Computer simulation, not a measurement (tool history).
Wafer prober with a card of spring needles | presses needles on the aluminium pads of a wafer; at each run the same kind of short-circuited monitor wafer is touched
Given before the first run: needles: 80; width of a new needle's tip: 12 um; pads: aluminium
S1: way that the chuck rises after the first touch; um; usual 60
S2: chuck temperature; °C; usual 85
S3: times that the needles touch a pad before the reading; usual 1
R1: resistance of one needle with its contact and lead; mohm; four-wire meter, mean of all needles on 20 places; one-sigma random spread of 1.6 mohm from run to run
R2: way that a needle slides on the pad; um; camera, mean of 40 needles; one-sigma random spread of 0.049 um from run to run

run    hour  S1  S2  S3   R1     R2
  1       0  60  85   1  167  12.84
       10.9  -- tips cleaned on abrasive film
       28.7  -- tips cleaned on abrasive film
  2    36.3  60  85   1  164  12.82
       43.7  -- tips cleaned on abrasive film
       61.2  -- tips cleaned on abrasive film
         79  -- tips cleaned on abrasive film
       97.2  -- tips cleaned on abrasive film
  3     105  60  85   1  161  12.77
      115.3  -- tips cleaned on abrasive film
        133  -- tips cleaned on abrasive film
      151.3  -- tips cleaned on abrasive film
  4   160.6  60  85   1  161  12.65
        168  -- tips cleaned on abrasive film
      186.1  -- tips cleaned on abrasive film
  5   192.8  60  85   1  160  12.74
      203.8  -- tips cleaned on abrasive film
      221.8  -- tips cleaned on abrasive film
  6   223.5  60  85   1  165  12.74
      238.1  -- tips cleaned on abrasive film
      256.3  -- tips cleaned on abrasive film
      274.5  -- tips cleaned on abrasive film
      291.3  -- tips cleaned on abrasive film
  7   291.3  60  85   1  162  12.78
      302.4  -- height of the first contact set anew
      309.8  -- tips cleaned on abrasive film
        328  -- tips cleaned on abrasive film
      346.3  -- tips cleaned on abrasive film
  8   349.5  80  85   1  159  16.86
      363.5  -- tips cleaned on abrasive film
      381.5  -- tips cleaned on abrasive film
  9   381.5  80  85   1  161  16.93
      397.9  -- tips cleaned on abrasive film
 10     410  80  85   1  159  16.71
      413.4  -- tips cleaned on abrasive film
      431.4  -- tips cleaned on abrasive film
        447  -- tips cleaned on abrasive film
 11     447  80  85   1  159  16.77
      461.6  -- tips cleaned on abrasive film
      479.7  -- tips cleaned on abrasive film
      497.1  -- tips cleaned on abrasive film
      515.3  -- tips cleaned on abrasive film
 12     518  80  85   1  160  16.82
      532.6  -- tips cleaned on abrasive film
      548.7  -- tips cleaned on abrasive film
 13   548.7  80  85   1  157  16.79
      563.3  -- tips cleaned on abrasive film
      581.2  -- tips cleaned on abrasive film
 14   591.5  80  85   1  159  16.69
      598.8  -- gauge calibrated
      598.9  -- tips cleaned on abrasive film
      613.2  -- height of the first contact set anew
      616.9  -- tips cleaned on abrasive film
      634.8  -- tips cleaned on abrasive film
 15   642.2  49  25   2  152  10.47
      649.5  -- tips cleaned on abrasive film
      667.6  -- tips cleaned on abrasive film
      685.7  -- tips cleaned on abrasive film
 16   689.7  49  36   3  158  10.54
      703.8  -- tips cleaned on abrasive film
        722  -- tips cleaned on abrasive film
      736.6  -- tips cleaned on abrasive film
 17   749.8  60  85   2  165  12.81
      753.6  -- tips cleaned on abrasive film
      771.2  -- tips cleaned on abrasive film
      788.5  -- tips cleaned on abrasive film
 18   795.8  45  85   3  168   9.57
      803.2  -- tips cleaned on abrasive film
      817.8  -- tips cleaned on abrasive film
 19   826.6  60  85   2  163  12.68
        834  -- tips cleaned on abrasive film
      852.1  -- tips cleaned on abrasive film
      870.3  -- tips cleaned on abrasive film
        886  -- tips cleaned on abrasive film
 20     886  45  53   3  160   9.48
      903.5  -- tips cleaned on abrasive film
      921.1  -- tips cleaned on abrasive film
      924.5  -- height of the first contact set anew
      938.8  -- tips cleaned on abrasive film
 21     942  41  53   2  161   8.67
      956.1  -- tips cleaned on abrasive film
      974.3  -- tips cleaned on abrasive film
        989  -- tips cleaned on abrasive film
 22  1001.8  43  85   1  170   9.09
     1005.1  -- tips cleaned on abrasive film
     1022.3  -- tips cleaned on abrasive film
     1039.2  -- tips cleaned on abrasive film
     1055.5  -- tips cleaned on abrasive film
 23  1055.5  50  85   2  167  10.49
     1073.1  -- tips cleaned on abrasive film
     1091.3  -- tips cleaned on abrasive film
 24  1091.6  50  85   2  168  10.59
     1106.3  -- tips cleaned on abrasive film
     1123.9  -- tips cleaned on abrasive film
     1141.4  -- tips cleaned on abrasive film
 25  1148.4  66  85   1  161  13.86
     1159.4  -- tips cleaned on abrasive film
     1177.4  -- tips cleaned on abrasive film
     1194.9  -- tips cleaned on abrasive film
 26  1202.4  53  88   2  165  11.13
     1212.3  -- tips cleaned on abrasive film
     1229.1  -- tips cleaned on abrasive film
     1236.7  -- height of the first contact set anew
     1247.6  -- tips cleaned on abrasive film
 27  1255.3  53  88   2  162  11.06
     1262.6  -- tips cleaned on abrasive film
     1280.4  -- tips cleaned on abrasive film
     1298.6  -- tips cleaned on abrasive film
 28  1304.8  53  88   2  166  11.08

Subtracting, for every run, the result it would have given without the tool's unlogged condition from the measured result gives the following. The same run-to-run variation enters both numbers; the gauge's scatter may not:
The tool's hidden condition here consists of: debris on the tips, nm; way that the needles fall short of the set height, um; tips' diameter, um; drift of the gauge itself on contact_mohm, %; drift of the gauge itself on scrub_um, %.
run     R2
  1     +0
  2  -0.02
  3  -0.05
  4  -0.08
  5  -0.09
  6   -0.1
  7  -0.14
  8  -0.22
  9  -0.24
 10  -0.25
 11  -0.28
 12  -0.33
 13  -0.35
 14  -0.38
 15  -0.02
 16  -0.04
 17  -0.07
 18  -0.07
 19   -0.1
 20   -0.1
 21  -0.11
 22  -0.14
 23  -0.18
 24  -0.19
 25  -0.29
 26  -0.25
 27  -0.28
 28  -0.29
For R1, the value without the hidden state is never more than 1 mohm from the measured value.

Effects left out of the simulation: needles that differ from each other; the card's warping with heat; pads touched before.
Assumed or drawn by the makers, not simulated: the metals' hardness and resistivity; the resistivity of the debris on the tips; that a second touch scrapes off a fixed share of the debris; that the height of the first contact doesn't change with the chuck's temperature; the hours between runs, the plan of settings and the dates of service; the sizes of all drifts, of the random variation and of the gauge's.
